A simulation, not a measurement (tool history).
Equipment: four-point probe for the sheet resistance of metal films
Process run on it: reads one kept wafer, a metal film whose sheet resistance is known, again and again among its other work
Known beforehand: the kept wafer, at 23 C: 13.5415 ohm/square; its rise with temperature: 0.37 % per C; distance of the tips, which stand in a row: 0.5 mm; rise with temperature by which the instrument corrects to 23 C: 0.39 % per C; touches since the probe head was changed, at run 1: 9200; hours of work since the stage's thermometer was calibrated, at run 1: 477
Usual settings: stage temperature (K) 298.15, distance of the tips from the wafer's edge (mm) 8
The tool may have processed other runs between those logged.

run   hour  stage temperature (K)  distance of the tips from the wafer's edge (mm)  touches since the probe head was changed  hours of work since the stage's thermometer was calibrated  sheet resistance as the instrument gives it (ohm/square)
  1      0                 298.15                                                8                                      9200                                                         477                                                 13.565935
  2   12.2                 298.15                                                8                                      9686                                                         486                                                 13.559802
  3   25.8                 298.15                                                8                                     10226                                                         496                                                 13.564902
  4   39.5                 298.15                                                8                                     10772                                                         506                                                  13.56561
  5   53.1                 299.15                                                8                                     11312                                                         515                                                 13.557755
  6   71.6                 299.15                                                8                                     12051                                                         529                                                 13.561704
  7     80                 299.15                                                8                                     12384                                                         535                                                  13.56402
  8   90.2                 299.15                                                8                                     12792                                                         542                                                 13.562387
  9   98.7                 298.15                                                8                                     13129                                                         549                                                 13.562858
 10  114.4                 298.15                                                8                                     13755                                                         560                                                 13.566116
 11  131.5                 298.15                                                8                                     14433                                                         572                                                 13.564161
 12  141.3                 298.15                                                8                                     14823                                                         579                                                 13.560694
 13  151.7                 294.15                                                8                                     15240                                                         587                                                  13.57515
 14  166.8                 294.15                                                8                                     15839                                                         598                                                 13.574317
 15  176.1                 298.15                                                8                                     16211                                                         605                                                 13.563715
 16  191.8                 307.15                                                8                                     16834                                                         616                                                 13.536849
 17  208.5                 307.15                                                8                                     17498                                                         628                                                 13.539776
 18  220.5                 298.15                                                8                                     17977                                                         637                                                 13.561255
 19  228.9                 294.15                                                8                                     18313                                                         643                                                 13.575163
 20  241.7                 294.15                                                8                                     18822                                                         652                                                 13.569932
 21  254.9                 298.15                                               16                                     19348                                                         662                                                 13.542887
 22  265.3                 303.15                                                8                                     19760                                                         669                                                 13.547539

Estimate the outcome of run 23 from the log above:
 23  277.9                 292.15                                                7                                     20260                                                         679                                                         ?

sheet resistance as the instrument gives it (ohm/square): 13.59454
With the hidden condition absent and the run-to-run variation left alone, this run would have shown sheet resistance as the instrument gives it (ohm/square) 13.595169.
